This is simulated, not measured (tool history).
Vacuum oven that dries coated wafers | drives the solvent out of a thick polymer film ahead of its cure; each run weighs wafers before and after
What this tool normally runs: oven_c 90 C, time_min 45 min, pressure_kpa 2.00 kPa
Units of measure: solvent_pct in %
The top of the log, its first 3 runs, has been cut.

| run | hour | oven_c | time_min | pressure_kpa | solvent_pct |
|---|---|---|---|---|---|
| 4 | 117.0 | 90 | 45 | 2.00 | 3.12 |
| 5 | 177.1 | 90 | 22 | 2.00 | 5.77 |
| 6 | 233.3 | 90 | 22 | 2.00 | 5.85 |
| 7 | 273.5 | 90 | 22 | 2.00 | 5.87 |
| 8 | 302.4 | 90 | 80 | 2.00 | 2.54 |
| 9 | 352.1 | 90 | 80 | 2.00 | 2.56 |
| 10 | 378.7 | 90 | 80 | 2.00 | 2.54 |
|  | 409.0 | vacuum gauge cleaned of residue and calibrated |
| 11 | 431.0 | 90 | 45 | 2.00 | 3.18 |
| 12 | 468.8 | 90 | 45 | 2.00 | 3.25 |
|  | 506.0 | oven's thermocouples calibrated |
| 13 | 530.1 | 90 | 45 | 2.00 | 3.12 |
| 14 | 561.1 | 90 | 45 | 2.00 | 3.13 |
| 15 | 588.4 | 90 | 28 | 2.00 | 4.62 |
| 16 | 643.4 | 90 | 28 | 2.00 | 4.59 |
| 17 | 671.4 | 90 | 45 | 6.53 | 8.67 |
| 18 | 700.4 | 90 | 45 | 6.53 | 8.65 |
| 19 | 740.2 | 95 | 41 | 6.53 | 7.00 |
| 20 | 795.8 | 95 | 41 | 6.53 | 7.00 |
| 21 | 831.2 | 90 | 30 | 1.89 | 4.27 |
| 22 | 866.3 | 90 | 30 | 1.89 | 4.20 |
| 23 | 916.9 | 90 | 30 | 1.89 | 4.24 |

Run 24 is up next; what results do you expect?
| 24 | 964.1 | 88 | 45 | 2.00 | ? |

solvent_pct: 3.67 %
With the hidden condition absent and the run-to-run variation left alone, this run would have shown solvent_pct 3.67 %.
